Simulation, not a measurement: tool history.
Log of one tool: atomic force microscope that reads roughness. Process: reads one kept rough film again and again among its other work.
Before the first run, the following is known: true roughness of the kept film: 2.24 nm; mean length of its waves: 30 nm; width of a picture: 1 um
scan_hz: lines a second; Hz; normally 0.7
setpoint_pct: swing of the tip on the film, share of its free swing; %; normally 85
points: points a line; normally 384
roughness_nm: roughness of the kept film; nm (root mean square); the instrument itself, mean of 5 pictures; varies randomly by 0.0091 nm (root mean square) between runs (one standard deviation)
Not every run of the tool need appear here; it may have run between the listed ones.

run 1 hour=0 | scan_hz=0.7 setpoint_pct=85 points=384 | roughness_nm=2.01
run 2 hour=23.5 | scan_hz=0.7 setpoint_pct=85 points=384 | roughness_nm=1.988
run 3 hour=57.3 | scan_hz=0.7 setpoint_pct=85 points=384 | roughness_nm=1.957
run 4 hour=76.1 | scan_hz=0.7 setpoint_pct=85 points=384 | roughness_nm=1.944
run 5 hour=95.1 | scan_hz=0.7 setpoint_pct=85 points=384 | roughness_nm=1.921
run 6 hour=120.9 | scan_hz=0.7 setpoint_pct=85 points=384 | roughness_nm=1.894
run 7 hour=146.1 | scan_hz=0.7 setpoint_pct=85 points=384 | roughness_nm=1.873
run 8 hour=161.3 | scan_hz=0.7 setpoint_pct=85 points=384 | roughness_nm=1.858
-- hour=170.4 new tip fitted
run 9 hour=178.8 | scan_hz=0.7 setpoint_pct=85 points=384 | roughness_nm=2.01
run 10 hour=212.3 | scan_hz=0.7 setpoint_pct=85 points=384 | roughness_nm=1.976
run 11 hour=246.1 | scan_hz=0.7 setpoint_pct=85 points=384 | roughness_nm=1.959
run 12 hour=268.1 | scan_hz=0.7 setpoint_pct=85 points=384 | roughness_nm=1.946
run 13 hour=292.5 | scan_hz=0.7 setpoint_pct=85 points=384 | roughness_nm=1.923
run 14 hour=316 | scan_hz=2.516 setpoint_pct=85 points=862 | roughness_nm=1.737
run 15 hour=331 | scan_hz=3.72 setpoint_pct=85 points=322 | roughness_nm=1.604
run 16 hour=348.5 | scan_hz=3.72 setpoint_pct=85 points=322 | roughness_nm=1.601
run 17 hour=372.3 | scan_hz=3.72 setpoint_pct=85 points=322 | roughness_nm=1.579
-- hour=376.8 new tip fitted
run 18 hour=408.6 | scan_hz=3.047 setpoint_pct=64 points=322 | roughness_nm=1.948

Consider 4 possible next runs. They are alternatives, not a sequence: every one starts from the tool as it was left by run 18. What does each give?
run A hour=439.4 | scan_hz=0.758 setpoint_pct=76 points=299 | roughness_nm=?
run B hour=439.4 | scan_hz=2.372 setpoint_pct=82 points=957 | roughness_nm=?
run C hour=439.4 | scan_hz=3.047 setpoint_pct=88 points=322 | roughness_nm=?
run D hour=439.4 | scan_hz=3.176 setpoint_pct=85 points=820 | roughness_nm=?

run=A roughness_nm=1.972
run=B roughness_nm=1.823
run=C roughness_nm=1.676
run=D roughness_nm=1.736
What these runs would have given with no unlogged condition in the tool:
run=A roughness_nm=2.051
run=B roughness_nm=1.896
run=C roughness_nm=1.743
run=D roughness_nm=1.805
